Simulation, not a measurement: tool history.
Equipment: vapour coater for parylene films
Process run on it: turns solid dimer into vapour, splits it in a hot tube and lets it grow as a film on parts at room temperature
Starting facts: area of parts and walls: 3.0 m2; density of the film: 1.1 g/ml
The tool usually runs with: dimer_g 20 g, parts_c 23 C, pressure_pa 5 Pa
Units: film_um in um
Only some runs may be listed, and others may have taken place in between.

Run 1, hour 0: usual settings. Result: film_um 3.85 um.
At hour 22: trap's valve overhauled.
Run 2, hour 35.6: usual settings. Result: film_um 4.56 um.
Run 3, hour 62.6: usual settings but parts_c 18 C. Result: film_um 5.07 um.
Run 4, hour 89.8: usual settings but parts_c 18 C. Result: film_um 5.02 um.
Run 5, hour 122.5: usual settings but parts_c 30 C. Result: film_um 3.8 um.
Run 6, hour 153.3: usual settings but parts_c 18 C. Result: film_um 5.01 um.
Run 7, hour 177.2: usual settings but parts_c 18 C. Result: film_um 4.99 um.
Run 8, hour 200.2: usual settings. Result: film_um 4.41 um.
Run 9, hour 231.8: usual settings. Result: film_um 4.41 um.
Run 10, hour 249.3: usual settings but pressure_pa 9.53 Pa. Result: film_um 4.05 um.
Run 11, hour 265.3: usual settings but parts_c 15 C. Result: film_um 5.24 um.
Run 12, hour 283.4: usual settings but parts_c 15 C. Result: film_um 5.27 um.
Run 13, hour 309.3: usual settings. Result: film_um 4.29 um.
Run 14, hour 335: usual settings. Result: film_um 4.3 um.
Run 15, hour 356: usual settings but pressure_pa 7.76 Pa. Result: film_um 4.07 um.
Run 16, hour 374.5: usual settings but pressure_pa 7.76 Pa. Result: film_um 4.07 um.
Run 17, hour 397.6: usual settings but pressure_pa 2.58 Pa. Result: film_um 4.54 um.
Run 18, hour 429.3: usual settings but dimer_g 15 g, parts_c 21 C, pressure_pa 2.52 Pa. Result: film_um 3.59 um.
Run 19, hour 452.9: usual settings but dimer_g 15 g, parts_c 21 C, pressure_pa 2.52 Pa. Result: film_um 3.55 um.
Run 20, hour 479.1: usual settings but parts_c 25 C, pressure_pa 7.93 Pa. Result: film_um 3.77 um.
Run 21, hour 507.8: usual settings but parts_c 34 C, pressure_pa 2.54 Pa. Result: film_um 3.44 um.
Run 22, hour 539.5: usual settings but parts_c 29 C, pressure_pa 5.64 Pa. Result: film_um 3.55 um.
Run 23, hour 564.1: usual settings but dimer_g 21 g, pressure_pa 2.72 Pa. Result: film_um 4.61 um.
Run 24, hour 589.1: usual settings but dimer_g 32 g, parts_c 32 C, pressure_pa 9.87 Pa. Result: film_um 4.91 um.
Run 25, hour 604.4: usual settings but dimer_g 12 g, parts_c 30 C, pressure_pa 4.76 Pa. Result: film_um 2.12 um.

Here are 3 independent what-if runs from the current tool condition. What would each one return?
Run A, hour 634.2: usual settings but dimer_g 22 g, parts_c 18 C, pressure_pa 2.46 Pa. Result: film_um ?.
Run B, hour 634.2: usual settings but dimer_g 12 g, parts_c 25 C, pressure_pa 4.76 Pa. Result: film_um ?.
Run C, hour 634.2: usual settings but parts_c 27 C, pressure_pa 4.76 Pa. Result: film_um ?.

run  film_um
  A     5.38
  B     2.34
  C      3.7
Had the tool no hidden state, the same runs would have come out as:
run  film_um
  A     5.99
  B     2.61
  C     4.12
